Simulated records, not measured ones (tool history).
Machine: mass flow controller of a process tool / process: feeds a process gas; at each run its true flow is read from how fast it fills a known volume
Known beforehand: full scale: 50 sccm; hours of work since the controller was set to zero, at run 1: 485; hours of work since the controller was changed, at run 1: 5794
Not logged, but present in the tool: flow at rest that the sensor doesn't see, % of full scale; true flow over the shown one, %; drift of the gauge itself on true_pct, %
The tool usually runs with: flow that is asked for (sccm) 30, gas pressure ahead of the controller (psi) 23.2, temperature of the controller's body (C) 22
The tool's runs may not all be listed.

run,hour,flow that is asked for (sccm),gas pressure ahead of the controller (psi),temperature of the controller's body (C),hours of work since the controller was set to zero,hours of work since the controller was changed,true flow (%)
1,0,30,23.2,22,485,5794,100.36
2,407.5,30,23.2,22,622,5932,100.19
3,893.4,30,23.2,22,787,6096,100.25
4,1277.3,7,23.2,22,916,6226,98.79
5,1637.4,7,23.2,22,1038,6347,98.58
6,1850.9,7,23.2,22,1110,6419,98.55
7,2065.9,7,23.2,22,1183,6492,98.47
8,2558.9,7,23.2,22,1349,6659,98.07
9,2939.5,7,23.2,22,1478,6787,98.06
10,3243,7,23.2,22,1580,6890,97.82
11,3503.8,7,23.2,22,1668,6978,98
12,3844.8,31,23.2,22,1784,7093,100.13
13,4309.3,21,23.2,22,1940,7250,99.73
14,4746.3,26,23.2,22,2088,7398,99.91

Forecast run 15:
15,5161.1,19,35,38,2228,7538,?

true flow (%): 100.66
With no hidden state in the tool, this same run would have given true flow (%) 100.44.
